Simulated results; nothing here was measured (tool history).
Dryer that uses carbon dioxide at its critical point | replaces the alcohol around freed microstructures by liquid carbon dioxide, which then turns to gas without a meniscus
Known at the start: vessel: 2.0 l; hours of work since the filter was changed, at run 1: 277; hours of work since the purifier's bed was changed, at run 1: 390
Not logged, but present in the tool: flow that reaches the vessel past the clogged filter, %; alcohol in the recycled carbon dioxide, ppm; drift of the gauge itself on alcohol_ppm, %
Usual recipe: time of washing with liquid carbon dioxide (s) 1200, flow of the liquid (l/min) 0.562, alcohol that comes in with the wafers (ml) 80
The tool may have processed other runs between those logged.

run     day  time of washing with liquid carbon dioxide (s)  flow of the liquid (l/min)  alcohol that comes in with the wafers (ml)  hours of work since the filter was changed  hours of work since the purifier's bed was changed  alcohol left in the vessel before it's heated (ppm by volume)
  1   0.000                                            1200                       0.562                                          80                                         277                                                 390                                                           1031
  2   0.421                                            1200                       0.562                                          80                                         285                                                 398                                                           1015
  3   0.667                                            1200                       0.562                                          80                                         289                                                 402                                                           1022
  4   0.946                                            1200                       0.562                                          80                                         295                                                 408                                                           1015
      1.433  -- inlet filter changed
  5   1.471                                            1200                       0.562                                          80                                           1                                                 417                                                            809
  6   1.783                                            1200                       0.386                                          80                                           6                                                 422                                                           2608
  7   2.012                                            1200                       0.562                                          80                                          11                                                 427                                                            820
  8   2.408                                            1200                       0.562                                          80                                          18                                                 434                                                            803
  9   2.888                                            1200                       0.562                                          43                                          27                                                 443                                                            484
 10   3.271                                            1200                       0.562                                          43                                          34                                                 450                                                            476
 11   3.571                                            1200                       0.902                                          80                                          40                                                 456                                                            139
 12   3.858                                            1200                       0.902                                          80                                          45                                                 461                                                            155
 13   4.254                                            1200                       0.902                                          80                                          53                                                 469                                                            138
 14   4.792                                            1200                       0.902                                          80                                          63                                                 479                                                            150
 15   5.183                                            1200                       0.902                                          80                                          70                                                 486                                                            146
 16   5.667                                            1200                       0.902                                          80                                          79                                                 495                                                            169
 17   6.038                                            1200                       0.420                                          83                                          86                                                 502                                                           2267
 18   6.517                                            1200                       0.383                                          27                                          95                                                 511                                                           1049
 19   7.071                                             780                       0.383                                          27                                         105                                                 521                                                           2536
 20   7.558                                             840                       0.562                                          80                                         114                                                 530                                                           2733
 21   7.958                                            1140                       0.662                                          51                                         122                                                 537                                                            413
 22   8.221                                            1140                       0.662                                          51                                         127                                                 542                                                            417
 23   8.475                                            1140                       0.662                                          51                                         131                                                 547                                                            437
 24   8.842                                            1260                       0.400                                          80                                         138                                                 554                                                           2361
 25   9.096                                            1260                       0.400                                          80                                         143                                                 559                                                           2411
 26   9.354                                            1680                       0.562                                          62                                         148                                                 564                                                            233
 27   9.654                                            1200                       0.395                                          28                                         153                                                 569                                                           1023
 28  10.138                                             780                       0.807                                          26                                         162                                                 578                                                            451
 29  10.688                                            1440                       0.807                                          65                                         172                                                 588                                                            136
 30  11.183                                            1920                       0.630                                          91                                         182                                                 598                                                            139
 31  11.421                                            1200                       0.415                                          28                                         186                                                 602                                                            949

What would each run have given without the hidden state, its run-to-run variation left as it was?
run  alcohol left in the vessel before it's heated (ppm by volume)
  1                                                            746
  2                                                            727
  3                                                            728
  4                                                            718
  5                                                            736
  6                                                           2520
  7                                                            737
  8                                                            717
  9                                                            399
 10                                                            388
 11                                                             61
 12                                                             75
 13                                                             59
 14                                                             65
 15                                                             60
 16                                                             78
 17                                                           2050
 18                                                            907
 19                                                           2340
 20                                                           2441
 21                                                            285
 22                                                            287
 23                                                            304
 24                                                           2048
 25                                                           2086
 26                                                            120
 27                                                            838
 28                                                            310
 29                                                             31
 30                                                             31
 31                                                            745
